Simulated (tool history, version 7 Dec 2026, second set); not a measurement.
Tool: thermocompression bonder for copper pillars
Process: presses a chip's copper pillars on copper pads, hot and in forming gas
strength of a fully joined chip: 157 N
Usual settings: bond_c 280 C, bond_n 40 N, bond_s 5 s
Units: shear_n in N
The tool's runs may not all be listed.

run   hour  bond_c  bond_n  bond_s  shear_n
  1      0     280      40       5     68.7
  2    9.2     280      40       5     69.5
  3   17.4     270      40       5     60.5
  4   23.3     270      40       5     62.1
      29.5  -- forming gas filter changed
  5     34     270      40       5     64.9
  6   43.8     270      40       5     64.1
  7   53.6     270      57       5     84.9
  8     61     280      40       7     81.2
  9   73.8     280      40       7     80.9
 10   80.9     280      40       7     81.1
 11   93.1     280      40       4     66.2
 12  101.4     280      40       4     65.9
 13    111     280      40       4     65.9
 14  117.7     280      40       5     71.6
 15  125.5     280      40       5     71.6
 16  135.6     280      40       5     71.8
 17  143.8     280      40       5     71.3
 18  150.6     280      40       5     70.3
 19  157.6     280      40       5     71.7
 20  167.8     263      40       5     57.3
 21    174     280      55      15    119.9
 22  185.1     280      55      15    119.5
 23  190.8     280      55      15    118.9
 24  202.5     280      33       3     49.8
     205.7  -- heater calibrated with a thermocouple chip
 25  212.9     274      55       5     83.2
 26  222.4     299      58       5    107.6
 27  234.4     273      31       5     51.3

Run 28 comes next. What will it give?
 28  240.5     255      44       9        ?

shear_n: 68.4 N
Without the tool's hidden state the same run would have given shear_n 73.3 N.

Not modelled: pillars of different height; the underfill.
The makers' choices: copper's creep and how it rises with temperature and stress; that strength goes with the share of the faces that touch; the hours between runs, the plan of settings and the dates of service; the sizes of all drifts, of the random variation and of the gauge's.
